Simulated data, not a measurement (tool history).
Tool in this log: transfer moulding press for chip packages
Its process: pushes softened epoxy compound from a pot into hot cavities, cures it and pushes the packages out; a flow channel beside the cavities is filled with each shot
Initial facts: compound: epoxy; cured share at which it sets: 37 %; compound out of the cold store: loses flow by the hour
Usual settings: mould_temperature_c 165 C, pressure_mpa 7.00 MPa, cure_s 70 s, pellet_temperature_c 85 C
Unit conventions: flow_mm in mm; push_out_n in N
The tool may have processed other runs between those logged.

run,hour,mould_temperature_c,pressure_mpa,cure_s,pellet_temperature_c,incoming compound's hours out of the cold store,flow_mm,push_out_n
1,0.0,165,7.00,70,85,16.3,769,589
2,8.0,168,7.00,70,85,9.6,765,486
3,17.5,168,7.00,70,85,29.0,729,488
# hour 23.5: cavities cleaned with cleaning compound and waxed
# hour 28.1: plunger's sealing rings changed
4,29.7,168,7.00,70,85,45.9,697,467
5,37.8,165,7.00,70,85,39.9,722,564
6,49.0,165,7.00,70,85,41.3,715,570
7,64.1,165,7.00,70,85,28.6,743,563
8,73.9,165,7.00,70,85,31.0,738,584
# hour 79.7: cavities cleaned with cleaning compound and waxed
9,83.0,165,7.00,70,85,33.2,729,565
10,96.9,165,7.00,70,85,29.1,741,567
11,109.2,165,7.00,70,85,45.4,711,542
12,123.4,165,7.00,70,85,42.1,718,550
# hour 133.7: cavities cleaned with cleaning compound and waxed
13,139.6,165,7.00,70,80,36.8,727,582
14,152.5,165,7.00,70,80,41.9,715,562
15,168.0,165,7.00,70,80,39.2,721,551
16,181.7,165,8.35,97,85,45.4,775,423
# hour 187.4: cavities cleaned with cleaning compound and waxed
17,191.4,165,6.10,71,86,37.3,675,530
18,199.2,165,6.10,71,86,30.9,689,572
19,207.3,165,6.10,71,86,10.1,730,560
# hour 214.2: plunger's sealing rings changed
20,218.7,169,6.10,71,86,37.1,665,443
21,232.0,169,6.51,95,89,20.6,716,392
# hour 243.5: cavities cleaned with cleaning compound and waxed
22,245.7,160,7.43,60,87,25.2,794,1209
23,256.2,158,7.43,68,87,25.3,800,1069
24,264.7,158,7.43,68,87,24.3,807,1046
25,275.6,157,6.90,70,90,43.8,740,988
26,285.9,157,6.90,70,90,42.5,743,998
# hour 297.2: cavities cleaned with cleaning compound and waxed
27,298.7,157,6.90,70,90,18.7,791,1048
28,308.3,163,7.00,70,85,43.9,724,631
29,316.6,169,7.00,70,85,31.1,719,439

Alternative continuations, all from the tool just after run 29; predict every row:
A,331.2,167,7.38,72,85,39.7,?,?
B,331.2,165,8.57,70,85,41.1,?,?
C,331.2,169,6.35,70,85,24.6,?,?
D,331.2,165,6.39,70,85,39.6,?,?

run,flow_mm,push_out_n
A,731,484
B,791,540
C,701,452
D,689,569
The same runs, with their run-to-run variation unchanged, on a tool lacking any hidden condition would have given:
run,flow_mm,push_out_n
A,731,480
B,791,536
C,701,449
D,689,565
